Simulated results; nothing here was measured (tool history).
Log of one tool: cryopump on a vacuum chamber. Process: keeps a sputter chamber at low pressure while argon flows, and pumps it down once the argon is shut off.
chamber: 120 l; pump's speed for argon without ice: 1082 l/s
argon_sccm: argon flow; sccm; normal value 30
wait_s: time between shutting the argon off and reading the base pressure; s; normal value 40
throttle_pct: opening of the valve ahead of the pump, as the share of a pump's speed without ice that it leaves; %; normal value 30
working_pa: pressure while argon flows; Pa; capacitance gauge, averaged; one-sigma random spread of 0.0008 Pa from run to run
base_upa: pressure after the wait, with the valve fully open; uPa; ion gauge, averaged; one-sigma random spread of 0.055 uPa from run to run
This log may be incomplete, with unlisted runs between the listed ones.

run	hour	argon_sccm	wait_s	throttle_pct	working_pa	base_upa
1	0	30	40	30	0.163	3.61
2	97.5	30	40	57	0.0895	3.6
3	149.1	30	40	57	0.0892	3.64
4	208.8	30	40	57	0.0909	3.6
5	252.2	30	40	30	0.1655	3.62
6	309.7	30	40	30	0.1654	3.7
7	406.5	30	40	30	0.1655	3.57
8	463.1	30	40	30	0.1655	3.68
9	550.6	30	40	30	0.1657	3.74
10	645.6	58	40	30	0.3216	3.72
11	717.3	34	107	16	0.3454	1.73
12	770.7	34	107	16	0.3441	1.75
13	839.4	34	107	16	0.3443	1.71
14	905.3	34	107	16	0.3465	1.77
15	952.2	34	107	16	0.3475	1.82
16	1013.2	21	44	21	0.1654	3.55
17	1070	21	44	21	0.1655	3.48
18	1151.3	21	44	21	0.1652	3.51

What if the next run were any one of these 4? Each begins from the tool's condition after run 18:
A	1229.8	30	40	48	?	?
B	1229.8	49	286	30	?	?
C	1229.8	41	54	28	?	?
D	1229.8	21	55	21	?	?

run	working_pa	base_upa
A	0.1115	3.85
B	0.2776	1.03
C	0.2463	3.01
D	0.1661	2.85
Take away the tool's hidden state, keep each run's random variation, and the runs would have read:
run	working_pa	base_upa
A	0.0974	3.48
B	0.2545	0.68
C	0.2271	2.65
D	0.1562	2.5
